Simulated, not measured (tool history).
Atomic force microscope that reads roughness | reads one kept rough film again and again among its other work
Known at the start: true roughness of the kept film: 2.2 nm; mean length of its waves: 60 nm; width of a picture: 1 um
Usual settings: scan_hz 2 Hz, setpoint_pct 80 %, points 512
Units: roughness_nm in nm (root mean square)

| run | day | scan_hz | setpoint_pct | points | roughness_nm |
|---|---|---|---|---|---|
| 1 | 0 | 2 | 80 | 512 | 1.923 |
| 2 | 0.358 | 2 | 80 | 512 | 1.912 |
| 3 | 1.092 | 1.15 | 80 | 512 | 2.018 |
| 4 | 1.442 | 1.15 | 80 | 512 | 2.014 |
| 5 | 2.288 | 2 | 59 | 512 | 2.097 |
| 6 | 3.017 | 2 | 59 | 512 | 2.085 |
| 7 | 3.492 | 2 | 59 | 512 | 2.092 |
| 8 | 4.071 | 2 | 59 | 311 | 2.083 |
| 9 | 4.842 | 2 | 59 | 311 | 2.091 |
| 10 | 5.3 | 2 | 59 | 311 | 2.085 |
| 11 | 6.075 | 2 | 80 | 512 | 1.927 |
| 12 | 6.529 | 2.32 | 80 | 469 | 1.885 |
|  | 6.621 | new tip fitted |
| 13 | 7.004 | 2.26 | 78 | 414 | 1.923 |
| 14 | 7.492 | 2.26 | 78 | 414 | 1.913 |
| 15 | 7.967 | 1.21 | 70 | 506 | 2.083 |
| 16 | 8.675 | 1.55 | 87 | 506 | 1.899 |
| 17 | 9.488 | 1.55 | 87 | 1005 | 1.906 |
| 18 | 10.196 | 1.55 | 77 | 1005 | 2.004 |
| 19 | 10.717 | 1.53 | 62 | 435 | 2.088 |
| 20 | 11.479 | 1.87 | 81 | 561 | 1.928 |
| 21 | 12.321 | 1.87 | 56 | 438 | 2.112 |
| 22 | 12.767 | 2.1 | 80 | 353 | 1.911 |

Forecast each of these 3 alternatives for the next run:
| A | 13.333 | 2 | 63 | 966 | ? |
| B | 13.333 | 0.96 | 62 | 743 | ? |
| C | 13.333 | 1.71 | 80 | 353 | ? |

| run | roughness_nm |
|---|---|
| A | 2.066 |
| B | 2.133 |
| C | 1.95 |
Without the tool's hidden state the same runs would have given:
| run | roughness_nm |
|---|---|
| A | 2.068 |
| B | 2.135 |
| C | 1.951 |
